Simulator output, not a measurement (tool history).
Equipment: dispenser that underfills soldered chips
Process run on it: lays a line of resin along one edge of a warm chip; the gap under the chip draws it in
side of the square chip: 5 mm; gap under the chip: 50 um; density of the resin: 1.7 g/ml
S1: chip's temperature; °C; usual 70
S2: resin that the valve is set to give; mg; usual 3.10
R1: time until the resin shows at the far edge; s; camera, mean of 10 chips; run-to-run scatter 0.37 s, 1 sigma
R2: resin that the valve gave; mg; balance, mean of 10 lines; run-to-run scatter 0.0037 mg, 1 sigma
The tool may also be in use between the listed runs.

Run 1, hour 0.0: usual settings. Result: R1 25.2 s, R2 3.070 mg.
Run 2, hour 8.6: usual settings but S2 2.66 mg. Result: R1 32.0 s, R2 2.629 mg.
At hour 10.9: new syringe of resin.
Run 3, hour 19.5: usual settings but S2 2.61 mg. Result: R1 31.2 s, R2 2.577 mg.
At hour 24.9: new syringe of resin.
Run 4, hour 28.7: usual settings but S2 3.16 mg. Result: R1 24.7 s, R2 3.109 mg.
Run 5, hour 35.9: usual settings but S2 3.04 mg. Result: R1 31.4 s, R2 2.995 mg.
At hour 38.8: new syringe of resin.
Run 6, hour 43.7: usual settings but S2 3.04 mg. Result: R1 26.1 s, R2 2.985 mg.
At hour 50.8: dispensing valve cleaned and set on the balance.
Run 7, hour 51.7: usual settings. Result: R1 31.0 s, R2 3.101 mg.
At hour 53.4: new syringe of resin.
Run 8, hour 57.0: usual settings. Result: R1 25.3 s, R2 3.094 mg.
Run 9, hour 65.9: usual settings but S1 57 °C. Result: R1 55.3 s, R2 3.086 mg.
At hour 67.6: new syringe of resin.
Run 10, hour 74.4: usual settings. Result: R1 27.9 s, R2 3.086 mg.
At hour 81.7: new syringe of resin.
Run 11, hour 83.5: usual settings but S2 3.51 mg. Result: R1 24.1 s, R2 3.485 mg.
Run 12, hour 90.2: usual settings. Result: R1 29.0 s, R2 3.073 mg.
At hour 95.4: new syringe of resin.
Run 13, hour 100.2: usual settings but S2 3.14 mg. Result: R1 26.9 s, R2 3.108 mg.
At hour 101.6: stage's temperature calibrated.
Run 14, hour 107.5: usual settings but S2 3.14 mg. Result: R1 28.7 s, R2 3.103 mg.
At hour 110.5: new syringe of resin.
Run 15, hour 113.5: usual settings. Result: R1 23.8 s, R2 3.058 mg.
Run 16, hour 123.6: usual settings. Result: R1 30.0 s, R2 3.052 mg.
At hour 124.7: new syringe of resin.
Run 17, hour 133.4: usual settings. Result: R1 27.8 s, R2 3.042 mg.
At hour 138.3: new syringe of resin.
Run 18, hour 138.3: usual settings. Result: R1 22.0 s, R2 3.042 mg.
Run 19, hour 143.6: usual settings. Result: R1 25.2 s, R2 3.041 mg.
At hour 151.9: new syringe of resin.
At hour 152.9: dispensing valve cleaned and set on the balance.
Run 20, hour 152.9: usual settings but S1 76 °C. Result: R1 17.5 s, R2 3.093 mg.
Run 21, hour 162.6: usual settings but S1 59 °C, S2 3.68 mg. Result: R1 42.6 s, R2 3.660 mg.
At hour 167.1: new syringe of resin.
Run 22, hour 171.2: usual settings but S2 2.72 mg. Result: R1 25.5 s, R2 2.703 mg.
Run 23, hour 177.0: usual settings but S1 84 °C. Result: R1 16.8 s, R2 3.085 mg.
At hour 181.3: new syringe of resin.
Run 24, hour 183.4: usual settings but S1 55 °C, S2 3.06 mg. Result: R1 45.3 s, R2 3.037 mg.
Run 25, hour 193.0: usual settings but S2 3.12 mg. Result: R1 29.6 s, R2 3.087 mg.
At hour 195.5: new syringe of resin.
Run 26, hour 198.8: usual settings. Result: R1 24.5 s, R2 3.067 mg.
Run 27, hour 208.0: usual settings but S1 56 °C, S2 3.83 mg. Result: R1 54.1 s, R2 3.774 mg.
At hour 209.4: new syringe of resin.
Run 28, hour 213.6: usual settings but S2 3.53 mg. Result: R1 23.6 s, R2 3.484 mg.
Run 29, hour 222.2: usual settings but S2 2.95 mg. Result: R1 31.1 s, R2 2.902 mg.
At hour 223.3: new syringe of resin.
Run 30, hour 226.9: usual settings but S2 2.95 mg. Result: R1 24.4 s, R2 2.903 mg.
Run 31, hour 231.3: usual settings but S2 2.95 mg. Result: R1 26.3 s, R2 2.897 mg.
At hour 236.9: new syringe of resin.
Run 32, hour 238.8: usual settings but S1 72 °C, S2 3.76 mg. Result: R1 21.6 s, R2 3.684 mg.
Run 33, hour 243.1: usual settings but S1 61 °C, S2 2.87 mg. Result: R1 37.9 s, R2 2.807 mg.
At hour 250.6: new syringe of resin.
Run 34, hour 251.3: usual settings but S1 56 °C. Result: R1 39.9 s, R2 3.035 mg.
At hour 254.0: dispensing valve cleaned and set on the balance.
Run 35, hour 262.7: usual settings but S1 77 °C, S2 2.68 mg. Result: R1 23.6 s, R2 2.683 mg.

A few steps of R1 between consecutive runs. Split each: what settings, incoming material and random variation would produce without the hidden state, and what is left over for the hidden state, along with gauge scatter present in only one of the two compared results (measured, and without hidden state):
Hidden conditions of the tool in this case: resin's viscosity, % of fresh resin's; dose that the valve gives, % of what is set; true chip temperature over the reading, C; drift of the gauge itself on fill_s, %; drift of the gauge itself on given_mg, %.
Run 8 -> 9: S1 70 -> 57. R1 +30.0 s: hidden state +13.5, all else +16.5.
Run 26 -> 27: S1 70 -> 56, S2 3.10 -> 3.83. R1 +29.6 s: hidden state +13.0, all else +16.6.
Run 27 -> 28: S1 56 -> 70, S2 3.83 -> 3.53, new syringe of resin. R1 -30.5 s: hidden state -13.0, all else -17.5.
